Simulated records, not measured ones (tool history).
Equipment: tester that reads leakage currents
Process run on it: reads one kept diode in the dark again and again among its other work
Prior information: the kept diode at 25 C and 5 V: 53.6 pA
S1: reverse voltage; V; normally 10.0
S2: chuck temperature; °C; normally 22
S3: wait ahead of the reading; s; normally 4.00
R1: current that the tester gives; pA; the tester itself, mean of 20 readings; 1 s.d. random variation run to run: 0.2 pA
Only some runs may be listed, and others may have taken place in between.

run,hour,S1,S2,S3,R1
1,0.0,10.0,22,4.00,65.08
2,246.3,10.0,22,4.00,64.77
3,369.6,10.0,22,4.00,64.92
4,506.7,10.0,22,4.00,64.70
5,645.6,10.0,22,0.88,66.31
6,857.4,10.0,22,0.88,66.15
7,1145.9,10.0,22,0.88,66.02
8,1414.3,10.0,22,0.88,65.94
9,1544.8,10.0,56,0.88,681.74
10,1781.7,10.0,22,1.35,65.52
11,1982.0,10.0,22,4.00,64.73
12,2218.6,10.0,22,4.00,64.54
13,2362.6,10.0,55,4.00,629.70
14,2494.9,10.0,22,4.00,64.78
# hour 2513.7: tester calibrated
15,2690.9,10.0,31,4.00,123.00
# hour 2810.7: chuck's temperature calibrated
16,2819.0,10.0,27,4.00,98.70
17,2989.3,10.0,27,4.00,98.86
# hour 3169.2: tester calibrated, once more
18,3169.2,1.8,22,4.00,24.80
19,3330.4,1.8,22,4.00,24.86
20,3517.3,1.6,22,4.00,23.04
21,3649.4,10.0,21,2.51,63.73
22,3814.6,2.0,42,4.00,110.42
23,3937.8,13.7,48,0.50,490.35
24,4222.8,13.7,48,0.50,484.71
25,4449.0,13.7,48,0.50,487.87
26,4716.5,13.7,48,0.50,485.41
27,4848.2,7.3,32,2.17,113.75
28,4985.7,1.9,22,4.00,24.98
29,5252.6,15.1,45,1.58,414.20
# hour 5294.4: probe card cleaned and baked
30,5508.1,3.3,32,4.00,67.31
31,5755.6,3.3,32,4.00,67.08
32,5973.9,10.9,31,0.61,123.64
# hour 6081.0: chuck's temperature calibrated
33,6201.1,10.9,31,0.61,133.85
34,6334.4,10.9,31,0.61,133.62
35,6620.2,10.0,22,0.60,65.62
36,6758.1,13.3,30,0.52,140.45
37,7034.1,14.6,52,6.28,654.22
38,7197.4,17.1,22,5.74,86.53
39,7355.1,1.9,40,5.74,92.64

Each row is a separate what-if for the run after 39, all from the same tool condition, not one after another. Results?
A,7590.9,5.5,22,6.62,?
B,7590.9,2.9,22,1.03,?
C,7590.9,10.0,41,1.44,?

run,R1
A,45.00
B,31.65
C,250.37
What these runs would have given with no unlogged condition in the tool:
run,R1
A,44.98
B,31.94
C,255.86
